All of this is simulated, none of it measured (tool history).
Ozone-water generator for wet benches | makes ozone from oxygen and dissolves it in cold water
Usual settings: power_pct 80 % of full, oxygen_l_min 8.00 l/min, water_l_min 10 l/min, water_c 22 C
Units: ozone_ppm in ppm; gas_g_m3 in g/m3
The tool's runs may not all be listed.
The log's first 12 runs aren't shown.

run	hour	power_pct	oxygen_l_min	water_l_min	water_c	hours of work since the electrodes were changed	hours of work since the contactor was cleaned	hours of work since the thermometer was calibrated	ozone_ppm	gas_g_m3
13	575.1	98	8.00	10	26	2442	3875	3875	35.8	339.9
14	626.3	80	8.00	10	22	2483	3916	3916	32.9	282.8
15	671.7	80	8.00	10	22	2519	3951	3951	32.9	282.8
16	704.9	80	8.00	10	22	2545	3978	3978	32.8	281.9
17	738.0	80	8.00	10	22	2571	4004	4004	32.8	281.7
18	791.5	80	8.00	10	22	2613	4046	4046	33.1	281.4
19	829.9	80	8.74	15	18	2643	4076	4076	28.2	266.0
# hour 854.1: contactor cleaned
20	898.4	80	8.00	10	24	2694	35	4127	31.1	279.6
# hour 925.9: water thermometer calibrated
21	925.9	80	12.73	10	24	2716	56	0	26.1	212.4
22	978.2	89	10.60	13	28	2757	97	41	25.2	261.4
23	1020.7	60	8.00	11	29	2790	131	75	20.4	212.7
24	1056.5	46	6.07	6	22	2819	159	103	27.6	198.8
25	1112.4	46	6.07	6	22	2863	203	147	27.7	198.7
26	1141.4	80	8.00	10	16	2886	226	170	37.3	276.3
# hour 1153.1: gauge calibrated
27	1201.6	80	8.00	10	16	2933	274	218	37.6	288.0
28	1263.8	61	10.70	8	22	2982	323	267	25.2	185.1
29	1302.5	69	9.50	10	15	3013	353	297	32.0	222.4
30	1363.0	43	4.63	8	15	3061	401	345	28.8	224.1
31	1410.2	43	10.67	8	15	3098	438	382	21.8	135.7
32	1438.8	90	8.00	13	22	3120	461	405	32.3	318.2

5 ways to go on from here, each from the tool as it stands after run 32. What would each give?
A	1489.8	83	6.81	10	20	3161	501	445	?	?
B	1489.8	80	7.05	11	22	3161	501	445	?	?
C	1489.8	90	7.03	9	22	3161	501	445	?	?
D	1489.8	85	9.85	13	22	3161	501	445	?	?
E	1489.8	43	8.00	8	19	3161	501	445	?	?

run	ozone_ppm	gas_g_m3
A	37.3	322.9
B	32.6	312.0
C	40.3	342.5
D	28.5	264.1
E	22.2	160.6
Without the tool's hidden state the same runs would have given:
run	ozone_ppm	gas_g_m3
A	37.3	326.3
B	32.7	315.3
C	40.4	346.1
D	28.5	266.9
E	22.2	162.2

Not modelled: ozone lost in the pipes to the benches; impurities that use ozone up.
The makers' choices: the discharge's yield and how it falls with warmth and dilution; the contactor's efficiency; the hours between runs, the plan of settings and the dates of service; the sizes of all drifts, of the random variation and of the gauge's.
